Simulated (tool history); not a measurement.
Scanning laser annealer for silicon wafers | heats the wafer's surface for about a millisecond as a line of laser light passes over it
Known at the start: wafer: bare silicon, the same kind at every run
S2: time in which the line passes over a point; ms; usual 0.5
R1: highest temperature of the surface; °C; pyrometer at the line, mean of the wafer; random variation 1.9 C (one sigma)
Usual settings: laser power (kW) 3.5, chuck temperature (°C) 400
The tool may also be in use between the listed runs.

{"run": 1, "hour": 0.0, "laser power (kW)": 3.5, "S2": 0.5, "chuck temperature (°C)": 400, "R1": 1153}
{"run": 2, "hour": 8.7, "laser power (kW)": 3.5, "S2": 0.5, "chuck temperature (°C)": 400, "R1": 1149}
{"run": 3, "hour": 23.1, "laser power (kW)": 3.5, "S2": 0.5, "chuck temperature (°C)": 400, "R1": 1151}
{"run": 4, "hour": 37.6, "laser power (kW)": 3.786, "S2": 0.5, "chuck temperature (°C)": 400, "R1": 1212}
{"run": 5, "hour": 46.9, "laser power (kW)": 3.5, "S2": 0.5, "chuck temperature (°C)": 400, "R1": 1151}
{"run": 6, "hour": 63.4, "laser power (kW)": 3.5, "S2": 0.5, "chuck temperature (°C)": 400, "R1": 1150}
{"run": 7, "hour": 77.9, "laser power (kW)": 3.5, "S2": 0.5, "chuck temperature (°C)": 400, "R1": 1149}
{"run": 8, "hour": 95.1, "laser power (kW)": 3.5, "S2": 0.5, "chuck temperature (°C)": 400, "R1": 1148}
{"run": 9, "hour": 106.5, "laser power (kW)": 3.5, "S2": 0.5, "chuck temperature (°C)": 400, "R1": 1150}
{"run": 10, "hour": 116.8, "laser power (kW)": 3.5, "S2": 0.5, "chuck temperature (°C)": 400, "R1": 1149}
{"run": 11, "hour": 130.5, "laser power (kW)": 3.5, "S2": 0.5, "chuck temperature (°C)": 400, "R1": 1151}
{"run": 12, "hour": 140.1, "laser power (kW)": 3.5, "S2": 0.5, "chuck temperature (°C)": 400, "R1": 1149}
{"run": 13, "hour": 147.8, "laser power (kW)": 3.479, "S2": 0.381, "chuck temperature (°C)": 401, "R1": 1042}
{"run": 14, "hour": 161.1, "laser power (kW)": 3.479, "S2": 0.381, "chuck temperature (°C)": 401, "R1": 1037}
{"run": 15, "hour": 175.8, "laser power (kW)": 3.544, "S2": 0.522, "chuck temperature (°C)": 367, "R1": 1140}
{"run": 16, "hour": 187.0, "laser power (kW)": 3.5, "S2": 0.5, "chuck temperature (°C)": 427, "R1": 1173}
{"run": 17, "hour": 200.4, "laser power (kW)": 3.718, "S2": 0.5, "chuck temperature (°C)": 428, "R1": 1220}
{"run": 18, "hour": 208.1, "laser power (kW)": 3.5, "S2": 0.369, "chuck temperature (°C)": 400, "R1": 1026}
{"run": 19, "hour": 224.2, "laser power (kW)": 3.5, "S2": 0.369, "chuck temperature (°C)": 400, "R1": 1027}
{"run": 20, "hour": 241.7, "laser power (kW)": 3.607, "S2": 0.409, "chuck temperature (°C)": 365, "R1": 1051}
{"run": 21, "hour": 251.7, "laser power (kW)": 3.607, "S2": 0.409, "chuck temperature (°C)": 365, "R1": 1051}
{"run": 22, "hour": 261.5, "laser power (kW)": 3.141, "S2": 0.515, "chuck temperature (°C)": 382, "R1": 1068}
{"run": 23, "hour": 274.7, "laser power (kW)": 3.409, "S2": 0.59, "chuck temperature (°C)": 414, "R1": 1209}

Forecast each of these 5 alternatives for the next run:
{"run": "A", "hour": 292.6, "laser power (kW)": 3.815, "S2": 0.614, "chuck temperature (°C)": 392, "R1": "?"}
{"run": "B", "hour": 292.6, "laser power (kW)": 3.751, "S2": 0.5, "chuck temperature (°C)": 398, "R1": "?"}
{"run": "C", "hour": 292.6, "laser power (kW)": 3.409, "S2": 0.588, "chuck temperature (°C)": 414, "R1": "?"}
{"run": "D", "hour": 292.6, "laser power (kW)": 3.5, "S2": 0.359, "chuck temperature (°C)": 385, "R1": "?"}
{"run": "E", "hour": 292.6, "laser power (kW)": 3.5, "S2": 0.5, "chuck temperature (°C)": 379, "R1": "?"}

run=A R1=1300
run=B R1=1195
run=C R1=1211
run=D R1=1002
run=E R1=1125
Without the tool's hidden state the same runs would have given:
run=A R1=1318
run=B R1=1211
run=C R1=1226
run=D R1=1014
run=E R1=1140

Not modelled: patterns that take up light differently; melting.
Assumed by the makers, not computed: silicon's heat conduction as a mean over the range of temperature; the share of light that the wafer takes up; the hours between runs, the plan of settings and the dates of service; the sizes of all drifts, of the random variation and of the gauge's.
